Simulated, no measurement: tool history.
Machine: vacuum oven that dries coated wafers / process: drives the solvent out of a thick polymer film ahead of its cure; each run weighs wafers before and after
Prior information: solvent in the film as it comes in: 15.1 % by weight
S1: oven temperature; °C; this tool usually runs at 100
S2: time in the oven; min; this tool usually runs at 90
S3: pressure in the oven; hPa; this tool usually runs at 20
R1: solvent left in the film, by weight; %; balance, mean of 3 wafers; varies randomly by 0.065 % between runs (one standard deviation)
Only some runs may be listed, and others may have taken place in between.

| run | hour | S1 | S2 | S3 | R1 |
|---|---|---|---|---|---|
| 1 | 0 | 100 | 90 | 20 | 4.06 |
| 2 | 10.3 | 100 | 90 | 20 | 4.11 |
| 3 | 25.7 | 112 | 90 | 20 | 2.13 |
| 4 | 40.9 | 100 | 90 | 20 | 4.01 |
| 5 | 55.1 | 100 | 90 | 20 | 4.17 |
| 6 | 63 | 100 | 90 | 20 | 4.11 |
| 7 | 77.6 | 100 | 90 | 20 | 4.06 |
| 8 | 86.4 | 85 | 90 | 20 | 8.21 |
| 9 | 103.2 | 108 | 69 | 66 | 7.71 |
| 10 | 118.5 | 108 | 69 | 66 | 7.59 |
|  | 121.7 | oven's thermocouples calibrated |
| 11 | 129.1 | 108 | 69 | 66 | 7.42 |
| 12 | 146.7 | 101 | 136 | 17.2 | 2.63 |
| 13 | 155.3 | 101 | 136 | 17.2 | 2.67 |
| 14 | 172.6 | 109 | 70 | 17.2 | 2.43 |
| 15 | 190.1 | 109 | 70 | 17.2 | 2.49 |

Predict each of these 4 candidate next runs independently; none follows another, all start after run 15:
|  | 195.2 | oven's thermocouples calibrated, once more |
| A | 207.6 | 106 | 90 | 21.3 | ? |
|  | 195.2 | oven's thermocouples calibrated, once more |
| B | 207.6 | 105 | 73 | 11.2 | ? |
|  | 195.2 | oven's thermocouples calibrated, once more |
| C | 207.6 | 100 | 90 | 14.9 | ? |
|  | 195.2 | oven's thermocouples calibrated, once more |
| D | 207.6 | 98 | 90 | 20 | ? |

| run | R1 |
|---|---|
| A | 3.27 |
| B | 2.7 |
| C | 3.6 |
| D | 4.72 |
Take away the tool's hidden state, keep each run's random variation, and the runs would have read:
| run | R1 |
|---|---|
| A | 3.18 |
| B | 2.61 |
| C | 3.49 |
| D | 4.6 |
